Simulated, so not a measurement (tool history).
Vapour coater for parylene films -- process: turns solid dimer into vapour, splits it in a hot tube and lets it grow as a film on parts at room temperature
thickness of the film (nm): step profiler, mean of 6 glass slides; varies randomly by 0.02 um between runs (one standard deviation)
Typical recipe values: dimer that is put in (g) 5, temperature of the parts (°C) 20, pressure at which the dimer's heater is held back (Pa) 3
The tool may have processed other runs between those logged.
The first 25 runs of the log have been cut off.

run	hour	dimer that is put in (g)	temperature of the parts (°C)	pressure at which the dimer's heater is held back (Pa)	hours of work since the trap's valve was overhauled	hours of work since the table's thermometer was calibrated	thickness of the film (nm)
26	322.9	8	14	3.16	119	277	7900
27	331.8	8	14	3.16	125	283	7870
28	340.9	4	14	3.16	130	289	3950
29	350.6	4	14	3.16	136	295	3950
30	360.6	8	14	2.16	143	301	8100
31	370.1	3	18	6.45	149	307	2390
32	381	8	14	3.27	155	314	7820
33	395.8	5	19	2.36	165	323	4190
34	410.1	2	20	3	174	332	1600
35	420.6	5	20	11.89	180	339	3580
# hour 421.8: gauge calibrated
36	428.9	5	20	11.89	185	344	3640
37	441.4	5	20	11.89	193	352	3620
38	452.8	2	23	2.2	201	359	1480
39	465.6	2	23	2.2	209	367	1480
40	477	2	17	3	216	374	1790
41	488.6	3	25	3	223	381	2010
42	506.1	3	20	2.26	234	392	2450
43	513.7	3	20	2.26	239	397	2470
44	529.4	3	20	2.26	249	407	2460
45	542.5	3	20	2.26	257	415	2460
46	555.1	5	13	3	265	423	5170
47	569.9	5	13	3	274	432	5160

Predict each of these 3 candidate next runs independently; none follows another, all start after run 47:
# hour 577.6: trap's valve overhauled
A	582.8	5	17	3.01	3	438	?
# hour 577.6: trap's valve overhauled
B	582.8	4	20	5.69	3	438	?
# hour 577.6: trap's valve overhauled
C	582.8	3	22	4.86	3	438	?

run	thickness of the film (nm)
A	4510
B	3060
C	2170
Had the tool no hidden state, the same runs would have come out as:
run	thickness of the film (nm)
A	4550
B	3090
C	2190
